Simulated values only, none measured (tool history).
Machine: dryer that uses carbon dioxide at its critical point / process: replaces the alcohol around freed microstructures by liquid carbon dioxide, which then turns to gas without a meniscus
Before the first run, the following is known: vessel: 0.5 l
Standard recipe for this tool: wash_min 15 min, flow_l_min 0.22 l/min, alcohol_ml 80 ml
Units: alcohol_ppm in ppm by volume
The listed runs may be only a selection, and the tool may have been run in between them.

Run 1, hour 0: usual settings. Result: alcohol_ppm 505 ppm by volume.
Run 2, hour 4.8: usual settings. Result: alcohol_ppm 520 ppm by volume.
Run 3, hour 10.8: usual settings. Result: alcohol_ppm 511 ppm by volume.
Run 4, hour 16: usual settings. Result: alcohol_ppm 522 ppm by volume.
Run 5, hour 20.9: usual settings. Result: alcohol_ppm 525 ppm by volume.
Run 6, hour 28.2: usual settings but alcohol_ml 61 ml. Result: alcohol_ppm 411 ppm by volume.
Run 7, hour 37.5: usual settings but alcohol_ml 61 ml. Result: alcohol_ppm 409 ppm by volume.
Run 8, hour 47.9: usual settings but alcohol_ml 61 ml. Result: alcohol_ppm 428 ppm by volume.
Run 9, hour 55.2: usual settings but alcohol_ml 61 ml. Result: alcohol_ppm 403 ppm by volume.
Run 10, hour 60.8: usual settings but alcohol_ml 61 ml. Result: alcohol_ppm 423 ppm by volume.
Run 11, hour 68.5: usual settings. Result: alcohol_ppm 565 ppm by volume.
Run 12, hour 76.4: usual settings. Result: alcohol_ppm 559 ppm by volume.
Run 13, hour 81.2: usual settings but wash_min 20 min. Result: alcohol_ppm 98 ppm by volume.
Run 14, hour 91.5: usual settings but wash_min 20 min. Result: alcohol_ppm 104 ppm by volume.
Run 15, hour 100.9: usual settings but wash_min 20 min. Result: alcohol_ppm 110 ppm by volume.
Run 16, hour 107: usual settings but wash_min 10 min. Result: alcohol_ppm 3692 ppm by volume.
Run 17, hour 114.6: usual settings. Result: alcohol_ppm 601 ppm by volume.
Run 18, hour 120.1: usual settings but alcohol_ml 41 ml. Result: alcohol_ppm 305 ppm by volume.
Run 19, hour 131.3: usual settings but alcohol_ml 39 ml. Result: alcohol_ppm 311 ppm by volume.
Run 20, hour 137.8: usual settings. Result: alcohol_ppm 587 ppm by volume.
Run 21, hour 143.8: usual settings. Result: alcohol_ppm 614 ppm by volume.
Run 22, hour 154.9: usual settings. Result: alcohol_ppm 611 ppm by volume.
Run 23, hour 162.9: usual settings but wash_min 13 min. Result: alcohol_ppm 1267 ppm by volume.
Run 24, hour 168: usual settings but alcohol_ml 56 ml. Result: alcohol_ppm 453 ppm by volume.
Run 25, hour 175.1: usual settings but alcohol_ml 56 ml. Result: alcohol_ppm 440 ppm by volume.
Run 26, hour 182.4: usual settings but alcohol_ml 44 ml. Result: alcohol_ppm 374 ppm by volume.
Run 27, hour 188.2: usual settings but alcohol_ml 44 ml. Result: alcohol_ppm 356 ppm by volume.
Run 28, hour 197.9: usual settings but alcohol_ml 24 ml. Result: alcohol_ppm 212 ppm by volume.
Run 29, hour 206.4: usual settings but flow_l_min 0.299 l/min. Result: alcohol_ppm 128 ppm by volume.
Run 30, hour 215.6: usual settings but wash_min 22 min, flow_l_min 0.341 l/min, alcohol_ml 75 ml. Result: alcohol_ppm 29 ppm by volume.
Run 31, hour 226.3: usual settings but wash_min 22 min, flow_l_min 0.341 l/min, alcohol_ml 75 ml. Result: alcohol_ppm 31 ppm by volume.
Run 32, hour 237.4: usual settings but wash_min 22 min, flow_l_min 0.341 l/min, alcohol_ml 75 ml. Result: alcohol_ppm 33 ppm by volume.
Run 33, hour 242.9: usual settings but wash_min 22 min, flow_l_min 0.341 l/min, alcohol_ml 75 ml. Result: alcohol_ppm 27 ppm by volume.
Run 34, hour 249.4: usual settings but wash_min 22 min, flow_l_min 0.341 l/min, alcohol_ml 25 ml. Result: alcohol_ppm 32 ppm by volume.
Run 35, hour 259.8: usual settings but wash_min 10 min, flow_l_min 0.36 l/min. Result: alcohol_ppm 500 ppm by volume.
Run 36, hour 265.5: usual settings but wash_min 22 min, flow_l_min 0.346 l/min, alcohol_ml 65 ml. Result: alcohol_ppm 28 ppm by volume.
Run 37, hour 272.8: usual settings but wash_min 22 min, flow_l_min 0.346 l/min, alcohol_ml 65 ml. Result: alcohol_ppm 34 ppm by volume.
Run 38, hour 281.8: usual settings but wash_min 13 min, flow_l_min 0.346 l/min, alcohol_ml 65 ml. Result: alcohol_ppm 130 ppm by volume.
Run 39, hour 293: usual settings but wash_min 13 min, flow_l_min 0.346 l/min, alcohol_ml 65 ml. Result: alcohol_ppm 123 ppm by volume.
Run 40, hour 302.3: usual settings but wash_min 23 min, flow_l_min 0.346 l/min, alcohol_ml 24 ml. Result: alcohol_ppm 32 ppm by volume.
At hour 308.9: inlet filter changed.
Run 41, hour 309.5: usual settings but wash_min 23 min, flow_l_min 0.346 l/min, alcohol_ml 24 ml. Result: alcohol_ppm 30 ppm by volume.
Run 42, hour 318.9: usual settings but wash_min 10 min, flow_l_min 0.194 l/min, alcohol_ml 37 ml. Result: alcohol_ppm 2245 ppm by volume.
Run 43, hour 325.2: usual settings but wash_min 10 min, flow_l_min 0.194 l/min, alcohol_ml 37 ml. Result: alcohol_ppm 2267 ppm by volume.
Run 44, hour 329.9: usual settings but wash_min 22 min, flow_l_min 0.319 l/min, alcohol_ml 21 ml. Result: alcohol_ppm 41 ppm by volume.
Run 45, hour 334.8: usual settings but wash_min 17 min, flow_l_min 0.158 l/min, alcohol_ml 58 ml. Result: alcohol_ppm 950 ppm by volume.
Run 46, hour 342.6: usual settings but wash_min 17 min, flow_l_min 0.158 l/min, alcohol_ml 58 ml. Result: alcohol_ppm 904 ppm by volume.
Run 47, hour 349.6: usual settings but wash_min 17 min, flow_l_min 0.158 l/min, alcohol_ml 24 ml. Result: alcohol_ppm 416 ppm by volume.
Run 48, hour 356.1: usual settings but wash_min 11 min, flow_l_min 0.274 l/min, alcohol_ml 61 ml. Result: alcohol_ppm 621 ppm by volume.

Results per run with the tool's hidden condition removed, run-to-run variation unchanged:
Hidden conditions of the tool in this case: flow that reaches the vessel past the clogged filter, %; alcohol in the recycled carbon dioxide, ppm; drift of the gauge itself on alcohol_ppm, %.
run  alcohol_ppm
  1          413
  2          423
  3          411
  4          420
  5          417
  6          324
  7          318
  8          330
  9          305
 10          320
 11          426
 12          417
 13           61
 14           64
 15           69
 16         2979
 17          426
 18          210
 19          211
 20          400
 21          419
 22          411
 23          901
 24          299
 25          287
 26          242
 27          226
 28          125
 29           65
 30            4
 31            7
 32            7
 33            0
 34            5
 35          285
 36            0
 37            3
 38           57
 39           45
 40            0
 41            0
 42         2174
 43         2187
 44            4
 45          880
 46          831
 47          359
 48          548

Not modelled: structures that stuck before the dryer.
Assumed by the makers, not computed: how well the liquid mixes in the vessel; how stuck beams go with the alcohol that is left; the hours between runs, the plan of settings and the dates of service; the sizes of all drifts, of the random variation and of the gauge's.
